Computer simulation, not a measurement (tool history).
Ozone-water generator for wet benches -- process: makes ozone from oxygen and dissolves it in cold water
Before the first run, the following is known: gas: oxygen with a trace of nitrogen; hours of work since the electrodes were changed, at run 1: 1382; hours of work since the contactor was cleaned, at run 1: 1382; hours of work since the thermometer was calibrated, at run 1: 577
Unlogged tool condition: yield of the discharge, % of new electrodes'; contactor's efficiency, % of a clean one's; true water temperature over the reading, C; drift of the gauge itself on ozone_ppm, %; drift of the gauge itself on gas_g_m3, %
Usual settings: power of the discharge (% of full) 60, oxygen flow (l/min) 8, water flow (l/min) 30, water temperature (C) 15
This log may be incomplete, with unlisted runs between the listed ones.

run,hour,power of the discharge (% of full),oxygen flow (l/min),water flow (l/min),water temperature (C),hours of work since the electrodes were changed,hours of work since the contactor was cleaned,hours of work since the thermometer was calibrated,dissolved ozone (ppm),ozone in the gas ahead of the water (g/m3)
1,0,60,8,30,15,1382,1382,577,22.5,206.9
2,28,60,8,30,15,1403,1403,599,22.2,206.5
3,73.9,60,8,30,15,1439,1439,635,22.6,209.1
4,115.3,60,8,30,15,1471,1471,667,22.3,209.5
5,144,60,8,30,15,1494,1494,689,22.2,209.8
6,172.3,60,8,30,15,1516,1516,711,22.3,209.1
7,213.6,60,8,30,15,1548,1548,744,22.5,210.4
8,238.9,60,8,30,15,1568,1568,763,22.3,208.8
9,263.6,60,8,30,7,1587,1587,783,24.7,211.2
10,302.4,60,8,30,7,1617,1617,813,24.6,210
11,354.3,60,8,30,7,1657,1657,853,24.8,207.9
12,402.9,60,8,30,7,1695,1695,891,24.6,208.9
13,425.1,60,8,21,17,1713,1713,908,28.4,206.5
14,473.2,60,8,19,18,1750,1750,946,30.3,208.1
15,524.2,60,8,21,15,1790,1790,985,29.4,208.1
16,546.9,84,8,29,9,1807,1807,1003,31.9,271.8
17,571.1,84,8,29,9,1826,1826,1022,31.9,270.2
18,607.5,84,8,29,9,1854,1854,1050,31.9,271.5
19,640.8,87,4.21,30,15,1880,1880,1076,24.7,348.5
20,689.9,87,4.21,30,15,1919,1919,1114,24.6,346.9
21,725.2,85,4.21,30,15,1946,1946,1142,24,343.4
22,749.9,85,4.21,30,15,1965,1965,1161,24,343.6
23,774.6,80,8,30,15,1985,1985,1180,27.7,258.2

5 ways to go on from here, each from the tool as it stands after run 23. What would each give?
A,798,99,8,21,15,2003,2003,1198,?,?
B,798,82,8,32,14,2003,2003,1198,?,?
C,798,49,11.87,30,15,2003,2003,1198,?,?
D,798,56,8,30,14,2003,2003,1198,?,?
E,798,60,9.99,30,15,2003,2003,1198,?,?

run,dissolved ozone (ppm),ozone in the gas ahead of the water (g/m3)
A,43.4,304.4
B,26.9,262.7
C,20.1,155.5
D,21,193.4
E,23.3,191.7
The same runs, with their run-to-run variation unchanged, on a tool lacking any hidden condition would have given:
run,dissolved ozone (ppm),ozone in the gas ahead of the water (g/m3)
A,46,317.9
B,28.4,273
C,20.9,159.4
D,22,199
E,24.4,197.6
